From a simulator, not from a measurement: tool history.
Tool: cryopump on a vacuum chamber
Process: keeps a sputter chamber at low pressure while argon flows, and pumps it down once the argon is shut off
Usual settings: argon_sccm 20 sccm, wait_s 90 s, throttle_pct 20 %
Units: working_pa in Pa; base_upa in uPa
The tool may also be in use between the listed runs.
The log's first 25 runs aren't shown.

Run 26, hour 2062.2: usual settings but argon_sccm 19 sccm, wait_s 208 s, throttle_pct 23 %. Result: working_pa 0.1605 Pa, base_upa 3.47 uPa.
Run 27, hour 2146.5: usual settings but argon_sccm 16 sccm, throttle_pct 19 %. Result: working_pa 0.1648 Pa, base_upa 3.92 uPa.
Run 28, hour 2208.6: usual settings but argon_sccm 16 sccm, throttle_pct 19 %. Result: working_pa 0.1646 Pa, base_upa 4.18 uPa.
Run 29, hour 2298.7: usual settings but argon_sccm 39 sccm, wait_s 51 s, throttle_pct 40 %. Result: working_pa 0.201 Pa, base_upa 4.65 uPa.
Run 30, hour 2384.7: usual settings but wait_s 286 s, throttle_pct 30 %. Result: working_pa 0.1353 Pa, base_upa 3.97 uPa.
Run 31, hour 2463.7: usual settings but argon_sccm 13 sccm, wait_s 287 s, throttle_pct 24 %. Result: working_pa 0.1081 Pa, base_upa 4.22 uPa.
Run 32, hour 2544.4: usual settings but argon_sccm 15 sccm, wait_s 27 s, throttle_pct 55 %. Result: working_pa 0.0595 Pa, base_upa 6.42 uPa.
At hour 2601.8: leaking fittings of the chamber tightened, without venting.
At hour 2639.6: pump warmed up, emptied and cooled again.
Run 33, hour 2639.6: usual settings but wait_s 184 s. Result: working_pa 0.1871 Pa, base_upa 0.71 uPa.

Forecast each of these 3 alternatives for the next run:
Run A, hour 2704.4: usual settings but argon_sccm 29 sccm, throttle_pct 17 %. Result: working_pa ?, base_upa ?.
Run B, hour 2704.4: usual settings but wait_s 160 s. Result: working_pa ?, base_upa ?.
Run C, hour 2704.4: usual settings but argon_sccm 30 sccm, wait_s 184 s, throttle_pct 25 %. Result: working_pa ?, base_upa ?.

run  working_pa  base_upa
  A      0.3196      1.09
  B      0.1881      0.85
  C      0.2251      0.77
Without the tool's hidden state the same runs would have given:
run  working_pa  base_upa
  A      0.3171      0.94
  B      0.1863      0.69
  C      0.2226      0.61
